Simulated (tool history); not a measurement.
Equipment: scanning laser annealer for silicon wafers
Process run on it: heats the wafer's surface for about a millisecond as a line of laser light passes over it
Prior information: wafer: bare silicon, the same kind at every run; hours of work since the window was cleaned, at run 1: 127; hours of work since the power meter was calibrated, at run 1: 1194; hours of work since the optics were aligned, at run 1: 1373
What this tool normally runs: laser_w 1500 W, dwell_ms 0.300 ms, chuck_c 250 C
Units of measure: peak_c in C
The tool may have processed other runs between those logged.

run    hour  laser_w  dwell_ms  chuck_c  hours of work since the window was cleaned  hours of work since the power meter was calibrated  hours of work since the optics were aligned  peak_c
  1     0.0     1500     0.300      250                                         127                                                1194                                         1373    1036
  2    45.0     1500     0.300      250                                         160                                                1227                                         1406    1036
  3    68.1     1500     0.300      250                                         177                                                1244                                         1423    1035
  4   105.1     1328     0.300      250                                         204                                                1271                                         1450     952
  5   130.9     1328     0.300      250                                         223                                                1290                                         1469     950
  6   170.6     1368     0.300      250                                         252                                                1319                                         1498     970
  7   208.1     1500     0.332      250                                         279                                                1347                                         1526    1075
  8   250.3     1500     0.300      277                                         310                                                1377                                         1557    1056
  9   279.5     1500     0.300      277                                         331                                                1399                                         1578    1055
 10   324.7     1500     0.300      277                                         365                                                1432                                         1611    1055
 11   358.9     1500     0.300      277                                         390                                                1457                                         1636    1052
 12   391.2     1500     0.300      277                                         413                                                1480                                         1660    1052
 13   421.6     1500     0.300      277                                         435                                                1503                                         1682    1053
      437.6  -- optics aligned, line set to its width
 14   468.2     1500     0.300      277                                         466                                                1533                                           22    1057
 15   493.2     1500     0.300      214                                         484                                                1551                                           41     994
 16   513.2     1500     0.300      250                                         499                                                1566                                           55    1029
      523.5  -- window over the wafer cleaned
 17   560.3     1500     0.300      250                                          27                                                1599                                           88    1047
 18   591.7     1500     0.300      250                                          50                                                1622                                          111    1045
 19   616.1     1500     0.300      250                                          68                                                1640                                          129    1045
 20   636.7     1629     0.300      221                                          83                                                1655                                          144    1078
 21   656.2     1529     0.226      231                                          97                                                1669                                          158     923
 22   684.9     1493     0.270      285                                         118                                                1690                                          179    1031
 23   707.3     1500     0.375      273                                         134                                                1707                                          196    1167
 24   740.7     1425     0.230      273                                         159                                                1731                                          220     925
 25   759.9     1422     0.230      277                                         173                                                1745                                          234     929
 26   799.6     1318     0.230      232                                         202                                                1774                                          263     838
 27   819.1     1318     0.230      232                                         216                                                1788                                          278     841
 28   845.5     1421     0.311      248                                         236                                                1808                                          297    1012
 29   890.2     1479     0.311      282                                         268                                                1840                                          330    1074
 30   932.2     1596     0.344      250                                         299                                                1871                                          360    1146
 31   952.7     1537     0.332      286                                         314                                                1886                                          375    1134
 32   971.2     1537     0.332      286                                         327                                                1900                                          389    1134
 33  1016.3     1556     0.328      239                                         361                                                1933                                          422    1089
 34  1036.7     1556     0.328      239                                         375                                                1948                                          437    1091
 35  1056.7     1556     0.328      239                                         390                                                1962                                          451    1089
 36  1080.2     1556     0.328      239                                         407                                                1979                                          469    1086
 37  1108.2     1556     0.253      216                                         428                                                2000                                          489     952
 38  1142.3     1556     0.253      216                                         453                                                2025                                          514     949

Selected run-to-run steps in peak_c, each split into two signed amounts: the part the tool would show with no hidden state at all (from settings, incoming material and random variation), and the remainder, which goes to the hidden state together with any gauge scatter not common to the measured and the hidden-state-free results:
Unlogged tool condition in this case: light that passes the window, % of a clean one's; laser's true power over the reading, %; width of the line over the set one, %; drift of the gauge itself on peak_c, C.
Run 6 -> 7: laser_w 1368 -> 1500, dwell_ms 0.300 -> 0.332. peak_c +105 C: hidden state -3, all else +108.
Run 13 -> 14: optics aligned, line set to its width. peak_c +4 C: hidden state +5, all else -1.
Run 16 -> 17: window over the wafer cleaned. peak_c +18 C: hidden state +18, all else +0.
Run 20 -> 21: laser_w 1629 -> 1529, dwell_ms 0.300 -> 0.226, chuck_c 221 -> 231. peak_c -155 C: hidden state -1, all else -154.
Run 23 -> 24: laser_w 1500 -> 1425, dwell_ms 0.375 -> 0.230. peak_c -242 C: hidden state +0, all else -242.
Run 27 -> 28: laser_w 1318 -> 1421, dwell_ms 0.230 -> 0.311, chuck_c 232 -> 248. peak_c +171 C: hidden state -2, all else +173.
